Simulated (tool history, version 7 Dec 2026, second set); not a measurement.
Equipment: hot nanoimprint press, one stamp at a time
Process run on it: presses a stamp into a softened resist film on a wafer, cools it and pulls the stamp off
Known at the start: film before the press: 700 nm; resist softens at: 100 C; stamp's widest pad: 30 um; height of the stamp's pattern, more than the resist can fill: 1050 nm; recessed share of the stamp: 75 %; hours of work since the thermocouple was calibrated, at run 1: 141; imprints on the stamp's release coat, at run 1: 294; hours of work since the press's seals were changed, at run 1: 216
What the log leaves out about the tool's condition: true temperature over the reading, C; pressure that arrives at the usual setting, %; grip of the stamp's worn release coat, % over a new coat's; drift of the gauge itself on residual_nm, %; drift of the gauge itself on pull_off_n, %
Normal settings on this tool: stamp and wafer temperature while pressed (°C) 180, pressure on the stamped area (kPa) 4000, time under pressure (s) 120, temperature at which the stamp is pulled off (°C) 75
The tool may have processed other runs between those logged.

run,hour,stamp and wafer temperature while pressed (°C),pressure on the stamped area (kPa),time under pressure (s),temperature at which the stamp is pulled off (°C),hours of work since the thermocouple was calibrated,imprints on the stamp's release coat,hours of work since the press's seals were changed,resist left under the stamp's widest pad (angstrom),greatest force while the stamp is pulled off (N)
1,0,180,4000,120,75,141,294,216,3499,212
2,6.5,187,4000,120,75,145,308,220,2584,210
3,13.8,187,4000,120,75,149,325,224,2592,217
4,26.8,180,5810,120,75,157,354,232,3016,216
5,41.6,180,4000,120,75,166,387,241,3516,214
6,55.8,180,4000,120,75,174,419,249,3541,215
7,62.9,180,4000,139,75,179,435,253,3316,216
8,78.5,180,4000,139,75,188,470,263,3331,214
9,90.5,180,4000,139,75,195,497,270,3317,226
10,100.4,180,4000,139,75,201,519,276,3327,221
11,109,180,4000,139,75,206,538,281,3379,222
12,122.6,180,4000,139,75,214,569,289,3342,221
# hour 126.7: plate thermocouple calibrated
13,140.8,180,4000,139,75,8,603,298,3473,232
14,156.2,180,4000,139,75,18,638,307,3491,232
15,169.4,180,4000,120,75,25,667,315,3692,231
16,178.5,176,2810,120,61,31,688,320,4800,322
17,191.7,179,4000,120,80,39,717,328,3843,204
18,200.1,179,5660,120,80,44,736,333,3359,204
19,206.6,180,4000,171,75,47,751,337,3199,241
20,217.6,180,4000,171,75,54,776,343,3226,244
# hour 224.2: plate thermocouple calibrated, once more
21,235.7,179,3910,86,74,7,809,352,4006,232
22,250.5,179,4070,86,74,16,843,361,3964,236
23,262.8,179,4430,86,74,23,870,368,3849,235
24,270.2,179,4430,86,74,27,887,373,3853,232
25,283,169,4430,86,74,35,916,380,5377,238
# hour 302.4: stamp cleaned and given a new release coat
26,303,181,2730,108,62,43,1,389,3959,270
27,317.6,191,4000,120,75,52,34,397,2148,193
28,332.2,189,6270,192,75,60,67,406,1537,203
29,342.5,189,3810,225,75,67,90,412,1804,197

Alternative continuations, all from the tool just after run 29; predict every row:
A,354.7,189,4000,165,64,74,117,419,?,?
B,354.7,180,2620,120,75,74,117,419,?,?
C,354.7,180,3460,94,75,74,117,419,?,?
D,354.7,189,3810,225,75,74,117,419,?,?
E,354.7,183,4000,210,75,74,117,419,?,?

run,resist left under the stamp's widest pad (angstrom),greatest force while the stamp is pulled off (N)
A,2010,270
B,3997,202
C,3977,206
D,1791,204
E,2398,197
With the hidden condition removed and each run's random variation left untouched, the same runs would have given:
run,resist left under the stamp's widest pad (angstrom),greatest force while the stamp is pulled off (N)
A,1963,263
B,3941,196
C,3911,200
D,1750,199
E,2343,192
